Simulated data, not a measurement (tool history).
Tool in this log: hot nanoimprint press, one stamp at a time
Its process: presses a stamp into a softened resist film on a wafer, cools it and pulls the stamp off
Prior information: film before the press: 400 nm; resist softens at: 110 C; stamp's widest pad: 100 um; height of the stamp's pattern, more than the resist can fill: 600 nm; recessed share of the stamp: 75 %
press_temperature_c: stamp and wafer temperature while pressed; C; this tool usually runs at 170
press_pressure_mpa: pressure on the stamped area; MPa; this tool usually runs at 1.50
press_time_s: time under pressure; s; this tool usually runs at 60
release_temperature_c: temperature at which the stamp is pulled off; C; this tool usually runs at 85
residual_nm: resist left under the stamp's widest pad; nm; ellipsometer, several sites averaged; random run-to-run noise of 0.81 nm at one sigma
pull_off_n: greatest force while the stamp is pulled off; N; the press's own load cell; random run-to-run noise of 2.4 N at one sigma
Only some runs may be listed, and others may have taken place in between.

run   hour  press_temperature_c  press_pressure_mpa  press_time_s  release_temperature_c  residual_nm  pull_off_n
  1    0.0                  170                1.50            60                     85        230.0         157
      10.6  -- stamp cleaned and given a new release coat
  2   17.6                  170                1.28            60                     85        246.2         157
  3   42.0                  170                1.50            60                     85        232.0         156
  4   60.4                  170                1.50            60                     85        231.3         163
  5   71.4                  170                1.50            60                     85        228.7         158
  6   83.7                  170                1.50            60                     85        229.6         156
  7   95.2                  170                1.50            60                     85        231.0         159
  8  112.6                  170                1.50            60                     85        230.8         164
  9  129.5                  170                1.50            60                     85        228.8         160
 10  154.4                  170                1.50            60                     85        230.2         161
 11  173.3                  170                1.50            60                     85        230.5         161
 12  192.0                  175                1.46            60                     87        200.1         157
     208.2  -- stamp cleaned and given a new release coat
 13  222.4                  175                1.46            60                     87        200.9         155
 14  243.3                  175                1.46            60                     87        202.3         157
 15  268.3                  175                1.46            60                     87        201.6         156

What does the tool deliver on the next run?
     283.2  -- plate thermocouple calibrated
 16  287.1                  181                1.89           105                     78            ?           ?

residual_nm: 118.3 nm
pull_off_n: 181 N
Minus the tool's unlogged condition, the same run would have read residual_nm 118.3 nm, pull_off_n 181 N.

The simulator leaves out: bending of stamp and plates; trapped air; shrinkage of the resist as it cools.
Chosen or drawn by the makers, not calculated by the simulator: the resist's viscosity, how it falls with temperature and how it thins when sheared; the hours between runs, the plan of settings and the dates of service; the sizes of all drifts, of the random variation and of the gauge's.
